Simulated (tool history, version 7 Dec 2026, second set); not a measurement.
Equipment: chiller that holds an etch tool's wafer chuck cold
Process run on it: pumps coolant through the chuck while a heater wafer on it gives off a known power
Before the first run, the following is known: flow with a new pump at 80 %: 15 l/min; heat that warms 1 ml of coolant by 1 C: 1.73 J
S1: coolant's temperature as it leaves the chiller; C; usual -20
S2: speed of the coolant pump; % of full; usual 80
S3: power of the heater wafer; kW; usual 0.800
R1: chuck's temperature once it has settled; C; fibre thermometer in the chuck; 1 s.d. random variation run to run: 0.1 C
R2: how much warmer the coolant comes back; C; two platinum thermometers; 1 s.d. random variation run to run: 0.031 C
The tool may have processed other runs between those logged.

Run 1, day 0.000: usual settings. Result: R1 -15.1 C, R2 1.89 C.
Run 2, day 1.996: usual settings. Result: R1 -15.1 C, R2 1.82 C.
Run 3, day 5.354: usual settings. Result: R1 -15.0 C, R2 1.89 C.
Run 4, day 9.579: usual settings. Result: R1 -14.9 C, R2 1.84 C.
Run 5, day 13.342: usual settings. Result: R1 -15.1 C, R2 1.85 C.
Run 6, day 15.842: usual settings. Result: R1 -15.1 C, R2 1.87 C.
Run 7, day 18.021: usual settings. Result: R1 -15.1 C, R2 1.81 C.
Run 8, day 22.204: usual settings but S3 1.047 kW. Result: R1 -13.5 C, R2 2.39 C.
Run 9, day 24.338: usual settings but S3 1.047 kW. Result: R1 -13.7 C, R2 2.41 C.
Run 10, day 28.725: usual settings but S3 0.900 kW. Result: R1 -14.3 C, R2 2.01 C.
Run 11, day 30.921: usual settings but S2 63 % of full. Result: R1 -13.8 C, R2 2.40 C.
Run 12, day 33.750: usual settings but S3 1.033 kW. Result: R1 -13.6 C, R2 2.37 C.
Run 13, day 36.512: usual settings. Result: R1 -15.1 C, R2 1.81 C.
Run 14, day 39.100: usual settings but S1 -15 C. Result: R1 -10.0 C, R2 1.90 C.
Run 15, day 42.933: usual settings but S1 -15 C. Result: R1 -10.0 C, R2 1.86 C.
Run 16, day 45.638: usual settings. Result: R1 -15.0 C, R2 1.82 C.
Run 17, day 49.688: usual settings. Result: R1 -15.0 C, R2 1.83 C.
Run 18, day 54.054: usual settings. Result: R1 -15.0 C, R2 1.87 C.
Run 19, day 56.942: usual settings but S2 71 % of full, S3 0.678 kW. Result: R1 -15.4 C, R2 1.74 C.
Run 20, day 60.979: usual settings but S2 71 % of full, S3 0.678 kW. Result: R1 -15.4 C, R2 1.73 C.
Run 21, day 63.317: usual settings but S1 -18 C, S2 89 % of full, S3 1.140 kW. Result: R1 -11.7 C, R2 2.32 C.
Run 22, day 65.583: usual settings but S3 0.528 kW. Result: R1 -16.8 C, R2 1.20 C.
Run 23, day 68.192: usual settings but S1 -18 C. Result: R1 -13.1 C, R2 1.81 C.
Run 24, day 71.971: usual settings but S1 -18 C, S3 0.837 kW. Result: R1 -12.8 C, R2 1.92 C.
Run 25, day 75.725: usual settings but S1 -22 C, S3 0.578 kW. Result: R1 -18.5 C, R2 1.32 C.
Run 26, day 78.000: usual settings but S1 -22 C, S2 99 % of full, S3 0.578 kW. Result: R1 -19.0 C, R2 1.05 C.
Run 27, day 81.138: usual settings but S1 -14 C, S2 66 % of full, S3 0.609 kW. Result: R1 -9.6 C, R2 1.73 C.
Run 28, day 85.117: usual settings but S2 99 % of full, S3 0.640 kW. Result: R1 -16.7 C, R2 1.21 C.
Run 29, day 88.783: usual settings but S1 -11 C, S2 82 % of full, S3 0.635 kW. Result: R1 -7.1 C, R2 1.40 C.
Run 30, day 92.900: usual settings but S1 -17 C, S2 82 % of full, S3 0.635 kW. Result: R1 -13.2 C, R2 1.43 C.
Run 31, day 97.262: usual settings but S1 -17 C, S2 82 % of full, S3 0.635 kW. Result: R1 -13.1 C, R2 1.43 C.

Put back what was entered between runs (2 entries, withheld): which listed runs does each sit between, and how does the hidden state differ from the listed run before to the listed run after?
After run 16, before run 17: coolant changed, channels flushed (day 46.171)
  heat passed by the chuck's channels, % of clean ones': 99.4 -> 100
After run 25, before run 26: chiller's thermometer calibrated (day 77.762)
  coolant's true temperature over the reading, C: 0.01 -> 0

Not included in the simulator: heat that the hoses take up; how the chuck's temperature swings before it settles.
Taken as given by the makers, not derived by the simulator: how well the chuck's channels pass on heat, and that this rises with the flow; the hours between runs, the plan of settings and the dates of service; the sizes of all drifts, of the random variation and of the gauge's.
